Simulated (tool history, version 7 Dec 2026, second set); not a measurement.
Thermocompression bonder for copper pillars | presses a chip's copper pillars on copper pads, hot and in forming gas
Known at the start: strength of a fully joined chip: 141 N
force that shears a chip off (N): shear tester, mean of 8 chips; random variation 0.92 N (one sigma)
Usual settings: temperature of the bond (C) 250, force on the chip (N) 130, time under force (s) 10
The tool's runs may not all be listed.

| run | day | temperature of the bond (C) | force on the chip (N) | time under force (s) | force that shears a chip off (N) |
|---|---|---|---|---|---|
| 1 | 0 | 250 | 130 | 10 | 77.3 |
| 2 | 3.112 | 250 | 130 | 10 | 76.9 |
| 3 | 4.788 | 250 | 130 | 10 | 75.9 |
| 4 | 6.896 | 250 | 130 | 10 | 77.7 |
|  | 7.646 | forming gas filter changed |
| 5 | 10.017 | 250 | 130 | 10 | 76.4 |
| 6 | 11.867 | 250 | 130 | 10 | 74.8 |
| 7 | 13.542 | 258 | 130 | 10 | 83.3 |
| 8 | 16.6 | 258 | 130 | 10 | 84.6 |
| 9 | 20.125 | 258 | 126 | 10 | 83.2 |
|  | 20.958 | heater calibrated with a thermocouple chip |
|  | 21.317 | force cell calibrated |
| 10 | 23.138 | 258 | 126 | 10 | 83.1 |
| 11 | 27.088 | 239 | 130 | 10 | 67 |
|  | 29.608 | forming gas filter changed |
| 12 | 30.504 | 239 | 130 | 10 | 65.6 |
| 13 | 34.104 | 239 | 130 | 10 | 66.8 |
| 14 | 36.512 | 233 | 130 | 10 | 60.5 |
| 15 | 38.488 | 225 | 96 | 30 | 65 |
| 16 | 41.183 | 267 | 82 | 8 | 64.2 |
| 17 | 43.6 | 236 | 82 | 22 | 60.6 |
| 18 | 47.229 | 236 | 82 | 22 | 61 |
| 19 | 49.479 | 236 | 82 | 22 | 59.7 |
|  | 51.583 | forming gas filter changed |
| 20 | 52.179 | 236 | 144 | 27 | 92.7 |
| 21 | 54.238 | 250 | 173 | 7 | 82.5 |
| 22 | 56.454 | 257 | 110 | 15 | 85.2 |
| 23 | 60.154 | 257 | 110 | 15 | 85.2 |
| 24 | 63.112 | 257 | 110 | 15 | 86.9 |
| 25 | 65.571 | 250 | 150 | 10 | 81.1 |
| 26 | 69.104 | 250 | 130 | 10 | 77.1 |

4 ways to go on from here, each from the tool as it stands after run 26. What would each give?
|  | 71.012 | heater calibrated with a thermocouple chip |
| A | 71.633 | 247 | 130 | 11 | ? |
|  | 71.012 | heater calibrated with a thermocouple chip |
| B | 71.633 | 242 | 81 | 12 | ? |
|  | 71.012 | heater calibrated with a thermocouple chip |
| C | 71.633 | 266 | 158 | 23 | ? |
|  | 71.012 | heater calibrated with a thermocouple chip |
| D | 71.633 | 259 | 130 | 10 | ? |

| run | force that shears a chip off (N) |
|---|---|
| A | 76.5 |
| B | 53.2 |
| C | 120.5 |
| D | 84.8 |
Without the tool's hidden state the same runs would have given:
| run | force that shears a chip off (N) |
|---|---|
| A | 76.7 |
| B | 53.3 |
| C | 120.7 |
| D | 85 |
